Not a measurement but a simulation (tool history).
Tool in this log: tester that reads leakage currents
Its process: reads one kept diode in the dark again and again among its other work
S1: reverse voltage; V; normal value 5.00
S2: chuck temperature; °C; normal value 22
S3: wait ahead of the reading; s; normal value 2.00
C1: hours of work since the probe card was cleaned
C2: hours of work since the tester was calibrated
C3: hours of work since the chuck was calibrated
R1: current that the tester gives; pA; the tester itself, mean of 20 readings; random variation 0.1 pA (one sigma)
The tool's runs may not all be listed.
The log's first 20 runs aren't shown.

| run | hour | S1 | S2 | S3 | C1 | C2 | C3 | R1 |
|---|---|---|---|---|---|---|---|---|
| 21 | 522.2 | 5.00 | 22 | 0.40 | 2336 | 625 | 728 | 34.78 |
| 22 | 546.3 | 19.60 | 50 | 8.92 | 2347 | 637 | 740 | 528.47 |
| 23 | 566.5 | 1.08 | 26 | 2.00 | 2357 | 647 | 750 | 16.61 |
| 24 | 583.0 | 1.08 | 26 | 2.00 | 2366 | 655 | 758 | 16.82 |
| 25 | 613.4 | 1.10 | 56 | 5.50 | 2381 | 670 | 773 | 141.38 |
| 26 | 646.0 | 1.10 | 56 | 5.50 | 2397 | 686 | 789 | 139.69 |
| 27 | 670.8 | 1.77 | 31 | 5.54 | 2409 | 698 | 801 | 32.59 |
| 28 | 703.0 | 13.34 | 34 | 0.44 | 2425 | 714 | 817 | 144.80 |
|  | 733.0 | chuck's temperature calibrated |
| 29 | 733.0 | 1.34 | 53 | 0.32 | 2439 | 728 | 0 | 140.89 |
| 30 | 752.7 | 1.34 | 53 | 0.32 | 2449 | 738 | 10 | 140.66 |
| 31 | 767.8 | 1.34 | 53 | 0.32 | 2456 | 745 | 17 | 141.11 |
| 32 | 800.7 | 7.98 | 22 | 1.20 | 2472 | 762 | 34 | 51.56 |
| 33 | 834.1 | 6.15 | 22 | 1.24 | 2489 | 778 | 50 | 42.98 |
| 34 | 863.7 | 9.10 | 28 | 0.93 | 2504 | 793 | 65 | 82.29 |
| 35 | 888.4 | 9.10 | 59 | 0.93 | 2516 | 805 | 77 | 643.95 |
| 36 | 921.7 | 9.10 | 59 | 0.93 | 2532 | 822 | 93 | 641.39 |
| 37 | 957.1 | 1.83 | 22 | 2.00 | 2550 | 839 | 111 | 19.09 |
| 38 | 985.3 | 1.83 | 22 | 2.00 | 2564 | 853 | 125 | 19.07 |
| 39 | 1015.3 | 1.83 | 21 | 2.00 | 2579 | 868 | 140 | 17.72 |
| 40 | 1037.1 | 1.83 | 21 | 2.00 | 2589 | 879 | 151 | 17.66 |
| 41 | 1067.0 | 16.49 | 21 | 2.56 | 2604 | 893 | 165 | 80.88 |

Predict each of these 3 candidate next runs independently; none follows another, all start after run 41:
| A | 1083.4 | 1.53 | 21 | 2.56 | 2612 | 902 | 173 | ? |
| B | 1083.4 | 5.00 | 22 | 3.26 | 2612 | 902 | 173 | ? |
| C | 1083.4 | 6.87 | 47 | 6.63 | 2612 | 902 | 173 | ? |

| run | R1 |
|---|---|
| A | 15.75 |
| B | 37.07 |
| C | 244.31 |
Stripped of hidden state, with their random variation kept, the same runs would have yielded:
| run | R1 |
|---|---|
| A | 13.45 |
| B | 29.26 |
| C | 236.38 |

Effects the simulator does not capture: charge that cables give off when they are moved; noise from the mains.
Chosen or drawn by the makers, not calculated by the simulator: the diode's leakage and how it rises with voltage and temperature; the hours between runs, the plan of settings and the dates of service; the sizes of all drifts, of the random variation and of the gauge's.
